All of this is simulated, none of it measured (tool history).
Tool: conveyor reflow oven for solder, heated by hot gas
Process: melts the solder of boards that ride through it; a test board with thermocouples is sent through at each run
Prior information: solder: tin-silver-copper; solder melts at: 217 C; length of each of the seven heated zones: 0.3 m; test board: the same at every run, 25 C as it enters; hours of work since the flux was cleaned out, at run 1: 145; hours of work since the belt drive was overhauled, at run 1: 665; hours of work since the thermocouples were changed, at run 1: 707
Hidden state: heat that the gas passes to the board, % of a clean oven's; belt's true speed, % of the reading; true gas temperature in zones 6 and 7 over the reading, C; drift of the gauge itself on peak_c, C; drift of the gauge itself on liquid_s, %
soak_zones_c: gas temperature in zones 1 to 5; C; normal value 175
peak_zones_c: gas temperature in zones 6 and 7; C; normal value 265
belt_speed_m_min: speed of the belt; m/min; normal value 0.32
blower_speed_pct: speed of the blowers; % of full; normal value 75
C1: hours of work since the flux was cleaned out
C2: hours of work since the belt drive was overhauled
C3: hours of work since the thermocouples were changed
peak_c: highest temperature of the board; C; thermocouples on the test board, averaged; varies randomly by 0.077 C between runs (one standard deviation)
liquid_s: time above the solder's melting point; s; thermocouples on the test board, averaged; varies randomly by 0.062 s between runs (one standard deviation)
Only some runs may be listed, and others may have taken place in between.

{"run": 1, "hour": 0.0, "soak_zones_c": 175, "peak_zones_c": 265, "belt_speed_m_min": 0.32, "blower_speed_pct": 75, "C1": 145, "C2": 665, "C3": 707, "peak_c": 252.92, "liquid_s": 89.66}
{"hour": 15.8, "done": "thermocouples of zones 6 and 7 changed"}
{"hour": 32.8, "done": "flux residue cleaned out of gas plates and filters"}
{"run": 2, "hour": 77.6, "soak_zones_c": 175, "peak_zones_c": 265, "belt_speed_m_min": 0.32, "blower_speed_pct": 75, "C1": 29, "C2": 710, "C3": 37, "peak_c": 254.08, "liquid_s": 90.65}
{"hour": 135.2, "done": "belt drive overhauled, speed set with a stopwatch"}
{"run": 3, "hour": 152.0, "soak_zones_c": 175, "peak_zones_c": 265, "belt_speed_m_min": 0.32, "blower_speed_pct": 75, "C1": 74, "C2": 11, "C3": 82, "peak_c": 253.24, "liquid_s": 87.74}
{"run": 4, "hour": 197.8, "soak_zones_c": 175, "peak_zones_c": 265, "belt_speed_m_min": 0.32, "blower_speed_pct": 75, "C1": 104, "C2": 40, "C3": 112, "peak_c": 253.09, "liquid_s": 87.63}
{"run": 5, "hour": 247.8, "soak_zones_c": 175, "peak_zones_c": 265, "belt_speed_m_min": 0.32, "blower_speed_pct": 75, "C1": 136, "C2": 73, "C3": 144, "peak_c": 252.96, "liquid_s": 87.57}
{"hour": 289.9, "done": "flux residue cleaned out of gas plates and filters"}
{"run": 6, "hour": 316.8, "soak_zones_c": 175, "peak_zones_c": 265, "belt_speed_m_min": 0.32, "blower_speed_pct": 75, "C1": 17, "C2": 114, "C3": 185, "peak_c": 254.15, "liquid_s": 89.45}
{"run": 7, "hour": 373.3, "soak_zones_c": 175, "peak_zones_c": 265, "belt_speed_m_min": 0.32, "blower_speed_pct": 75, "C1": 54, "C2": 150, "C3": 222, "peak_c": 253.98, "liquid_s": 89.42}
{"run": 8, "hour": 417.4, "soak_zones_c": 175, "peak_zones_c": 265, "belt_speed_m_min": 0.32, "blower_speed_pct": 55, "C1": 82, "C2": 179, "C3": 250, "peak_c": 250.37, "liquid_s": 83.85}
{"hour": 460.1, "done": "flux residue cleaned out of gas plates and filters, once more"}
{"run": 9, "hour": 515.9, "soak_zones_c": 175, "peak_zones_c": 265, "belt_speed_m_min": 0.303, "blower_speed_pct": 75, "C1": 36, "C2": 239, "C3": 310, "peak_c": 255.03, "liquid_s": 96.17}
{"run": 10, "hour": 573.8, "soak_zones_c": 175, "peak_zones_c": 265, "belt_speed_m_min": 0.303, "blower_speed_pct": 75, "C1": 73, "C2": 277, "C3": 348, "peak_c": 254.95, "liquid_s": 96.07}
{"run": 11, "hour": 613.1, "soak_zones_c": 175, "peak_zones_c": 265, "belt_speed_m_min": 0.32, "blower_speed_pct": 58, "C1": 99, "C2": 302, "C3": 373, "peak_c": 250.44, "liquid_s": 84.69}
{"hour": 712.7, "done": "flux residue cleaned out of gas plates and filters"}
{"run": 12, "hour": 712.7, "soak_zones_c": 175, "peak_zones_c": 265, "belt_speed_m_min": 0.32, "blower_speed_pct": 58, "C1": 0, "C2": 363, "C3": 434, "peak_c": 250.93, "liquid_s": 85.38}
{"run": 13, "hour": 801.4, "soak_zones_c": 175, "peak_zones_c": 265, "belt_speed_m_min": 0.32, "blower_speed_pct": 58, "C1": 57, "C2": 420, "C3": 491, "peak_c": 250.51, "liquid_s": 85.3}
{"run": 14, "hour": 842.7, "soak_zones_c": 175, "peak_zones_c": 265, "belt_speed_m_min": 0.32, "blower_speed_pct": 77, "C1": 84, "C2": 447, "C3": 518, "peak_c": 253.49, "liquid_s": 89.92}
{"run": 15, "hour": 897.4, "soak_zones_c": 175, "peak_zones_c": 265, "belt_speed_m_min": 0.32, "blower_speed_pct": 77, "C1": 119, "C2": 482, "C3": 553, "peak_c": 253.63, "liquid_s": 89.81}
{"hour": 967.6, "done": "flux residue cleaned out of gas plates and filters"}
{"run": 16, "hour": 985.9, "soak_zones_c": 163, "peak_zones_c": 265, "belt_speed_m_min": 0.356, "blower_speed_pct": 77, "C1": 12, "C2": 536, "C3": 607, "peak_c": 249.43, "liquid_s": 70.43}
{"run": 17, "hour": 1080.4, "soak_zones_c": 163, "peak_zones_c": 265, "belt_speed_m_min": 0.356, "blower_speed_pct": 77, "C1": 73, "C2": 597, "C3": 668, "peak_c": 249.06, "liquid_s": 70.23}

What will run 18 give?
{"hour": 1151.6, "done": "thermocouples of zones 6 and 7 changed"}
{"run": 18, "hour": 1171.8, "soak_zones_c": 163, "peak_zones_c": 265, "belt_speed_m_min": 0.356, "blower_speed_pct": 77, "C1": 130, "C2": 655, "C3": 13, "peak_c": "?", "liquid_s": "?"}

Run 18 measured peak_c 251.14 C, liquid_s 72.35 s.
With no hidden state in the tool, this same run would have given peak_c 250.88 C, liquid_s 70.95 s.
